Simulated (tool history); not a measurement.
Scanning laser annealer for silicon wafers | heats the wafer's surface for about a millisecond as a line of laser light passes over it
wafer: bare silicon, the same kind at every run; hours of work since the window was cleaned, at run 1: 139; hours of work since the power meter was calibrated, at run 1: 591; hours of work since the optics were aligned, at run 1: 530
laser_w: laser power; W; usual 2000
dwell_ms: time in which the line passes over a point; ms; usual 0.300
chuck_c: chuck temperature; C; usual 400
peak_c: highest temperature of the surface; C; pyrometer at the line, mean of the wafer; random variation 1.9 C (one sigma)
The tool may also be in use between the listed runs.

run	day	laser_w	dwell_ms	chuck_c	hours of work since the window was cleaned	hours of work since the power meter was calibrated	hours of work since the optics were aligned	peak_c
1	0.000	2000	0.300	400	139	591	530	1189
2	2.283	2000	0.300	400	170	622	561	1189
3	4.679	2000	0.300	400	203	655	594	1187
4	6.079	2148	0.300	400	222	674	613	1263
5	8.721	2148	0.300	400	258	710	649	1261
6	10.917	2148	0.300	400	288	740	679	1261
7	12.150	2000	0.300	395	305	757	696	1173
8	13.346	2000	0.300	395	321	773	713	1172
9	15.317	2000	0.300	395	348	800	739	1171
10	17.358	2000	0.300	434	376	828	767	1207
11	20.142	2000	0.300	434	414	866	805	1207
12	21.671	2000	0.300	408	435	887	826	1182
13	23.233	2102	0.214	391	456	908	848	1096
14	25.258	1715	0.249	404	484	936	875	978
15	27.767	2171	0.343	400	518	970	910	1309
16	30.108	2000	0.300	439	550	1002	942	1200
17	32.125	1703	0.300	400	578	1030	969	1012
18	34.388	1703	0.300	400	609	1061	1000	1013
19	36.517	1703	0.300	400	638	1090	1029	1012
# day 36.862: optics aligned, line set to its width
20	37.908	2131	0.300	421	654	1106	14	1278
21	39.275	1954	0.300	393	673	1125	33	1149

Measured less the same run without the tool's hidden state. The same run-to-run variation is in both; the gauge's scatter may not be:
The hidden state here: light that passes the window, % of a clean one's; laser's true power over the reading, %; width of the line over the set one, %; drift of the gauge itself on peak_c, C.
run	peak_c
1	-26
2	-27
3	-29
4	-33
5	-36
6	-37
7	-35
8	-35
9	-38
10	-39
11	-41
12	-43
13	-40
14	-34
15	-57
16	-50
17	-41
18	-43
19	-44
20	-30
21	-28
